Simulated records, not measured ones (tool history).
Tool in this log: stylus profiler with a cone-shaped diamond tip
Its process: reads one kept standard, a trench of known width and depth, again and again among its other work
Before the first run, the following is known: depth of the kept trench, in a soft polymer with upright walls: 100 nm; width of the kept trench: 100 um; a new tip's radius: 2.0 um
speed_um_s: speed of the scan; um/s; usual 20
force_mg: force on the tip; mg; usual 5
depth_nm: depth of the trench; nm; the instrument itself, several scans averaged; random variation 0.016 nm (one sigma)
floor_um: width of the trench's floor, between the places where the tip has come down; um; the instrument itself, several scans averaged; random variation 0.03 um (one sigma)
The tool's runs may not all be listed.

run 1 hour=0 | speed_um_s=20 force_mg=5 | depth_nm=101.9 floor_um=98.63
run 2 hour=38.6 | speed_um_s=20 force_mg=5 | depth_nm=101.88 floor_um=98.63
run 3 hour=81.3 | speed_um_s=42 force_mg=5 | depth_nm=101.92 floor_um=98.56
run 4 hour=138.4 | speed_um_s=42 force_mg=5 | depth_nm=101.91 floor_um=98.55
run 5 hour=208.3 | speed_um_s=42 force_mg=5 | depth_nm=101.92 floor_um=98.55
run 6 hour=251.2 | speed_um_s=42 force_mg=5 | depth_nm=101.94 floor_um=98.45
run 7 hour=311.4 | speed_um_s=42 force_mg=5 | depth_nm=101.93 floor_um=98.49
run 8 hour=353.4 | speed_um_s=6 force_mg=5 | depth_nm=101.95 floor_um=98.65
run 9 hour=397.3 | speed_um_s=42 force_mg=8.37 | depth_nm=102.76 floor_um=98.56
-- hour=401.4 height scale calibrated on a step standard
run 10 hour=435.3 | speed_um_s=29 force_mg=2.42 | depth_nm=101.21 floor_um=98.45

Expected results for the next run?
run 11 hour=502 | speed_um_s=12 force_mg=1.81 | depth_nm=? floor_um=?

{"run 11": {"depth_nm": 101.01, "floor_um": 98.56}}
The same run, on a tool lacking any hidden state, would have yielded depth_nm 100.95 nm, floor_um 98.66 um.
